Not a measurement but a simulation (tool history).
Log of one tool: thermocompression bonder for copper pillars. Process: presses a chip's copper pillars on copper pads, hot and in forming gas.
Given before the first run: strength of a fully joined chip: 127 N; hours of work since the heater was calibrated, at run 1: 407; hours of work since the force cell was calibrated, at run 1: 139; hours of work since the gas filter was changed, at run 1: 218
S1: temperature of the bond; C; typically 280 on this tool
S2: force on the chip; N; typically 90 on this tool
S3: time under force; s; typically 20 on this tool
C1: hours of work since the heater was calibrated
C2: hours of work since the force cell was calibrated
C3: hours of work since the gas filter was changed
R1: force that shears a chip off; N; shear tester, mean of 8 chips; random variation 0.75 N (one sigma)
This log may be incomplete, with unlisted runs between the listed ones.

| run | hour | S1 | S2 | S3 | C1 | C2 | C3 | R1 |
|---|---|---|---|---|---|---|---|---|
| 1 | 0.0 | 280 | 90 | 20 | 407 | 139 | 218 | 51.9 |
| 2 | 28.4 | 280 | 90 | 20 | 428 | 161 | 239 | 52.1 |
| 3 | 50.4 | 280 | 90 | 20 | 444 | 177 | 255 | 52.0 |
|  | 60.5 | forming gas filter changed |
| 4 | 73.1 | 280 | 90 | 20 | 461 | 193 | 9 | 53.6 |
| 5 | 96.4 | 280 | 90 | 15 | 478 | 211 | 27 | 46.3 |
| 6 | 113.4 | 280 | 90 | 15 | 491 | 223 | 39 | 47.1 |
| 7 | 140.7 | 280 | 90 | 15 | 511 | 244 | 60 | 45.6 |
| 8 | 171.8 | 298 | 90 | 20 | 534 | 267 | 83 | 61.7 |
| 9 | 203.1 | 298 | 90 | 20 | 558 | 290 | 106 | 61.7 |
| 10 | 230.4 | 280 | 90 | 30 | 578 | 310 | 126 | 58.6 |
|  | 239.2 | heater calibrated with a thermocouple chip |
| 11 | 263.5 | 280 | 90 | 30 | 18 | 334 | 150 | 66.3 |
| 12 | 283.7 | 280 | 90 | 20 | 33 | 349 | 165 | 56.3 |
| 13 | 301.4 | 280 | 90 | 20 | 46 | 362 | 178 | 57.7 |
| 14 | 320.1 | 280 | 90 | 20 | 60 | 376 | 192 | 54.1 |
| 15 | 346.1 | 280 | 90 | 20 | 80 | 395 | 211 | 56.3 |
| 16 | 359.9 | 280 | 90 | 20 | 90 | 405 | 221 | 56.8 |
| 17 | 372.7 | 280 | 90 | 20 | 99 | 415 | 231 | 56.7 |
| 18 | 390.0 | 280 | 90 | 20 | 112 | 428 | 244 | 55.1 |
| 19 | 413.1 | 280 | 90 | 20 | 129 | 445 | 261 | 54.5 |
|  | 415.4 | forming gas filter changed |
| 20 | 444.5 | 280 | 90 | 20 | 152 | 468 | 22 | 57.4 |
| 21 | 473.0 | 280 | 90 | 20 | 174 | 489 | 43 | 56.9 |
| 22 | 490.2 | 280 | 97 | 20 | 186 | 502 | 56 | 60.2 |
| 23 | 521.0 | 300 | 97 | 55 | 209 | 525 | 79 | 96.4 |
| 24 | 548.9 | 300 | 85 | 20 | 230 | 546 | 99 | 64.7 |
| 25 | 579.9 | 300 | 85 | 20 | 253 | 569 | 122 | 62.7 |
| 26 | 593.2 | 279 | 109 | 11 | 263 | 579 | 132 | 54.7 |
| 27 | 607.5 | 259 | 109 | 15 | 274 | 589 | 143 | 49.2 |
| 28 | 622.8 | 294 | 83 | 22 | 285 | 601 | 154 | 59.0 |
| 29 | 635.9 | 274 | 93 | 20 | 295 | 610 | 164 | 52.3 |
| 30 | 658.9 | 274 | 93 | 20 | 312 | 627 | 181 | 54.0 |
| 31 | 683.5 | 274 | 93 | 20 | 330 | 646 | 199 | 52.3 |
| 32 | 714.8 | 283 | 62 | 14 | 354 | 669 | 223 | 31.9 |
| 33 | 734.7 | 283 | 62 | 14 | 368 | 684 | 238 | 32.3 |
| 34 | 752.1 | 277 | 60 | 56 | 381 | 697 | 251 | 49.4 |

For run 35, what comes out?
|  | 768.1 | force cell calibrated |
|  | 768.6 | forming gas filter changed |
| 35 | 775.5 | 254 | 92 | 20 | 397 | 5 | 5 | ? |

{"run 35": {"R1": 39.7}}
Minus the tool's unlogged condition, the same run would have read R1 43.3 N.
